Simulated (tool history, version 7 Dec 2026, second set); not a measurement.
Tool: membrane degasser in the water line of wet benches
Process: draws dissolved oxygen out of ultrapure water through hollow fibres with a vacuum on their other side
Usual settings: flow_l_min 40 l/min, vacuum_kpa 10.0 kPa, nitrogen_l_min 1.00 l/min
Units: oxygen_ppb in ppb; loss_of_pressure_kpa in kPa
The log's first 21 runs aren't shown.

run	hour	flow_l_min	vacuum_kpa	nitrogen_l_min	oxygen_ppb	loss_of_pressure_kpa
22	1668.5	40	21.6	2.84	597.5	69.21
23	1732.9	40	21.6	0.67	1706.2	68.94
24	1821.1	37	20.8	0.72	1483.3	64.19
25	1877.5	37	19.0	2.44	545.6	63.76
26	1979.5	37	19.0	2.44	545.2	63.98
27	2032.3	37	21.8	0.54	1869.8	64.25
28	2125.8	57	9.6	0.59	1001.9	98.17
29	2213.6	40	13.8	0.53	1239.1	69.63
30	2280.8	26	10.0	0.89	414.4	44.71
31	2384.9	27	10.0	0.87	435.8	46.93

Forecast each of these 4 alternatives for the next run:
A	2491.4	45	10.0	2.60	?	?
B	2491.4	45	15.6	0.87	?	?
C	2491.4	48	6.2	0.87	?	?
D	2491.4	30	10.6	0.40	?	?

run	oxygen_ppb	loss_of_pressure_kpa
A	315.6	78.16
B	1138.8	78.34
C	373.1	82.90
D	875.2	51.72
Without the tool's hidden state the same runs would have given:
run	oxygen_ppb	loss_of_pressure_kpa
A	304.7	76.74
B	1128.5	76.91
C	359.3	81.39
D	874.9	50.77
